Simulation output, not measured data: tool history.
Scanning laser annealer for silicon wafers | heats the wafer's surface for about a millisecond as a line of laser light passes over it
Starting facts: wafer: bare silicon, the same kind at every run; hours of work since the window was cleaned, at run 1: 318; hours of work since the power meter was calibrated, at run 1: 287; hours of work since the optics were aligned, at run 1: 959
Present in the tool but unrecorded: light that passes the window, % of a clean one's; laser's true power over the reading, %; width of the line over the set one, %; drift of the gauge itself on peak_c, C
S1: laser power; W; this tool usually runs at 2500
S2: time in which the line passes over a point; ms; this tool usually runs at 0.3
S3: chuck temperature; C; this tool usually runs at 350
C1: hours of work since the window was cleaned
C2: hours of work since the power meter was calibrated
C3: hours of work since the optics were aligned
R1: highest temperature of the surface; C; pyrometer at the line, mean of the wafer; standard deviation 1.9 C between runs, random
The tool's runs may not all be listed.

run 1 hour=0 | S1=2500 S2=0.3 S3=350 | C1=318 C2=287 C3=959 | R1=1161
run 2 hour=5.6 | S1=2500 S2=0.3 S3=350 | C1=322 C2=291 C3=963 | R1=1162
run 3 hour=13 | S1=2500 S2=0.3 S3=350 | C1=328 C2=297 C3=969 | R1=1162
run 4 hour=19.9 | S1=2500 S2=0.3 S3=350 | C1=333 C2=303 C3=974 | R1=1161
run 5 hour=27.1 | S1=2500 S2=0.378 S3=350 | C1=339 C2=308 C3=980 | R1=1274
run 6 hour=36.3 | S1=2500 S2=0.378 S3=350 | C1=346 C2=316 C3=987 | R1=1268
run 7 hour=40.9 | S1=2536 S2=0.378 S3=350 | C1=350 C2=319 C3=991 | R1=1286
run 8 hour=46.2 | S1=2536 S2=0.378 S3=350 | C1=354 C2=324 C3=995 | R1=1283
run 9 hour=50.6 | S1=2715 S2=0.3 S3=340 | C1=358 C2=327 C3=999 | R1=1229
run 10 hour=60 | S1=2614 S2=0.259 S3=331 | C1=365 C2=335 C3=1006 | R1=1115
run 11 hour=69 | S1=2689 S2=0.21 S3=350 | C1=372 C2=342 C3=1013 | R1=1073
run 12 hour=74.2 | S1=2290 S2=0.21 S3=372 | C1=376 C2=346 C3=1017 | R1=979
run 13 hour=79.9 | S1=2290 S2=0.21 S3=372 | C1=381 C2=350 C3=1022 | R1=977
run 14 hour=88 | S1=2160 S2=0.336 S3=320 | C1=387 C2=357 C3=1028 | R1=1051

Alternative continuations, all from the tool just after run 14; predict every row:
run A hour=95.1 | S1=2722 S2=0.331 S3=354 | C1=393 C2=362 C3=1034 | R1=?
run B hour=95.1 | S1=2384 S2=0.335 S3=356 | C1=393 C2=362 C3=1034 | R1=?
run C hour=95.1 | S1=2441 S2=0.237 S3=350 | C1=393 C2=362 C3=1034 | R1=?

run=A R1=1293
run=B R1=1168
run=C R1=1041
The same runs, with their run-to-run variation unchanged, on a tool lacking any hidden condition would have given:
run=A R1=1339
run=B R1=1209
run=C R1=1075
